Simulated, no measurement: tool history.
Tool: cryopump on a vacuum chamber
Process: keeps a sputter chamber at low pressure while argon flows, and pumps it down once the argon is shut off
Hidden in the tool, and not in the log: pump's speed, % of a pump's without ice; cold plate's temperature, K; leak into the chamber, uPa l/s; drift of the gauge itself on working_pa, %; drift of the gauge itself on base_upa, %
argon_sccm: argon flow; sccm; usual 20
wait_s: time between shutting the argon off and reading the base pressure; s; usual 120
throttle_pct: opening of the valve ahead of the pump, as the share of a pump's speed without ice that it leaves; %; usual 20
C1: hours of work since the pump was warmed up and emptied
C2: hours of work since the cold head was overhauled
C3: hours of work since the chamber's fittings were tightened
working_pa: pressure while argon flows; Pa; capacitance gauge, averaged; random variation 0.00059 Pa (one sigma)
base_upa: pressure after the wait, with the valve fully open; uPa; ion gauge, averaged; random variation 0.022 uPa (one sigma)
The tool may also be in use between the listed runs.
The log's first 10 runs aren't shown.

{"run": 11, "day": 5.338, "argon_sccm": 20, "wait_s": 120, "throttle_pct": 21, "C1": 516, "C2": 516, "C3": 1613, "working_pa": 0.0789, "base_upa": 1.62}
{"run": 12, "day": 6.05, "argon_sccm": 20, "wait_s": 120, "throttle_pct": 21, "C1": 527, "C2": 527, "C3": 1625, "working_pa": 0.0785, "base_upa": 1.52}
{"run": 13, "day": 6.775, "argon_sccm": 20, "wait_s": 120, "throttle_pct": 21, "C1": 539, "C2": 539, "C3": 1637, "working_pa": 0.0785, "base_upa": 1.58}
{"run": 14, "day": 7.404, "argon_sccm": 20, "wait_s": 56, "throttle_pct": 20, "C1": 550, "C2": 550, "C3": 1647, "working_pa": 0.0812, "base_upa": 2.05}
{"run": 15, "day": 7.775, "argon_sccm": 20, "wait_s": 120, "throttle_pct": 20, "C1": 556, "C2": 556, "C3": 1653, "working_pa": 0.0832, "base_upa": 1.64}
{"run": 16, "day": 8.488, "argon_sccm": 20, "wait_s": 120, "throttle_pct": 20, "C1": 567, "C2": 567, "C3": 1665, "working_pa": 0.083, "base_upa": 1.65}
{"run": 17, "day": 8.892, "argon_sccm": 20, "wait_s": 120, "throttle_pct": 20, "C1": 574, "C2": 574, "C3": 1672, "working_pa": 0.0832, "base_upa": 1.66}
{"run": 18, "day": 9.579, "argon_sccm": 9, "wait_s": 79, "throttle_pct": 50, "C1": 585, "C2": 585, "C3": 1683, "working_pa": 0.0156, "base_upa": 1.85}
{"run": 19, "day": 10.321, "argon_sccm": 9, "wait_s": 79, "throttle_pct": 50, "C1": 598, "C2": 598, "C3": 1695, "working_pa": 0.0162, "base_upa": 1.86}
{"run": 20, "day": 11.021, "argon_sccm": 9, "wait_s": 79, "throttle_pct": 50, "C1": 609, "C2": 609, "C3": 1707, "working_pa": 0.0163, "base_upa": 1.94}
{"run": 21, "day": 11.521, "argon_sccm": 33, "wait_s": 25, "throttle_pct": 44, "C1": 617, "C2": 617, "C3": 1715, "working_pa": 0.0658, "base_upa": 3.24}
{"run": 22, "day": 12.146, "argon_sccm": 13, "wait_s": 43, "throttle_pct": 33, "C1": 628, "C2": 628, "C3": 1725, "working_pa": 0.0337, "base_upa": 2.47}
{"run": 23, "day": 12.542, "argon_sccm": 13, "wait_s": 142, "throttle_pct": 48, "C1": 634, "C2": 634, "C3": 1732, "working_pa": 0.0234, "base_upa": 1.6}
{"run": 24, "day": 13.142, "argon_sccm": 13, "wait_s": 68, "throttle_pct": 32, "C1": 644, "C2": 644, "C3": 1742, "working_pa": 0.0359, "base_upa": 1.98}
{"run": 25, "day": 13.483, "argon_sccm": 11, "wait_s": 167, "throttle_pct": 32, "C1": 650, "C2": 650, "C3": 1747, "working_pa": 0.0301, "base_upa": 1.61}
{"run": 26, "day": 13.875, "argon_sccm": 11, "wait_s": 167, "throttle_pct": 32, "C1": 656, "C2": 656, "C3": 1754, "working_pa": 0.03, "base_upa": 1.67}
{"run": 27, "day": 14.229, "argon_sccm": 30, "wait_s": 167, "throttle_pct": 47, "C1": 662, "C2": 662, "C3": 1760, "working_pa": 0.0571, "base_upa": 1.62}
{"run": 28, "day": 14.567, "argon_sccm": 28, "wait_s": 120, "throttle_pct": 20, "C1": 668, "C2": 668, "C3": 1765, "working_pa": 0.1167, "base_upa": 1.75}
{"run": 29, "day": 14.9, "argon_sccm": 20, "wait_s": 120, "throttle_pct": 28, "C1": 673, "C2": 673, "C3": 1771, "working_pa": 0.0611, "base_upa": 1.76}
{"run": 30, "day": 15.238, "argon_sccm": 20, "wait_s": 120, "throttle_pct": 28, "C1": 679, "C2": 679, "C3": 1776, "working_pa": 0.06, "base_upa": 1.78}
{"run": 31, "day": 15.642, "argon_sccm": 17, "wait_s": 30, "throttle_pct": 20, "C1": 685, "C2": 685, "C3": 1783, "working_pa": 0.0709, "base_upa": 2.89}
{"run": 32, "day": 16.254, "argon_sccm": 20, "wait_s": 120, "throttle_pct": 47, "C1": 695, "C2": 695, "C3": 1793, "working_pa": 0.038, "base_upa": 1.79}
{"run": 33, "day": 16.571, "argon_sccm": 20, "wait_s": 83, "throttle_pct": 27, "C1": 701, "C2": 701, "C3": 1798, "working_pa": 0.063, "base_upa": 1.92}
{"run": 34, "day": 16.904, "argon_sccm": 9, "wait_s": 80, "throttle_pct": 38, "C1": 706, "C2": 706, "C3": 1804, "working_pa": 0.0218, "base_upa": 1.99}

3 ways to go on from here, each from the tool as it stands after run 34. What would each give?
{"run": "A", "day": 17.608, "argon_sccm": 9, "wait_s": 22, "throttle_pct": 46, "C1": 718, "C2": 718, "C3": 1815, "working_pa": "?", "base_upa": "?"}
{"run": "B", "day": 17.608, "argon_sccm": 17, "wait_s": 123, "throttle_pct": 45, "C1": 718, "C2": 718, "C3": 1815, "working_pa": "?", "base_upa": "?"}
{"run": "C", "day": 17.608, "argon_sccm": 33, "wait_s": 56, "throttle_pct": 38, "C1": 718, "C2": 718, "C3": 1815, "working_pa": "?", "base_upa": "?"}

run=A working_pa=0.0178 base_upa=3.57
run=B working_pa=0.0342 base_upa=1.77
run=C working_pa=0.0755 base_upa=2.28
Without the tool's hidden state the same runs would have given:
run=A working_pa=0.0159 base_upa=2.32
run=B working_pa=0.0307 base_upa=0.51
run=C working_pa=0.0688 base_upa=1

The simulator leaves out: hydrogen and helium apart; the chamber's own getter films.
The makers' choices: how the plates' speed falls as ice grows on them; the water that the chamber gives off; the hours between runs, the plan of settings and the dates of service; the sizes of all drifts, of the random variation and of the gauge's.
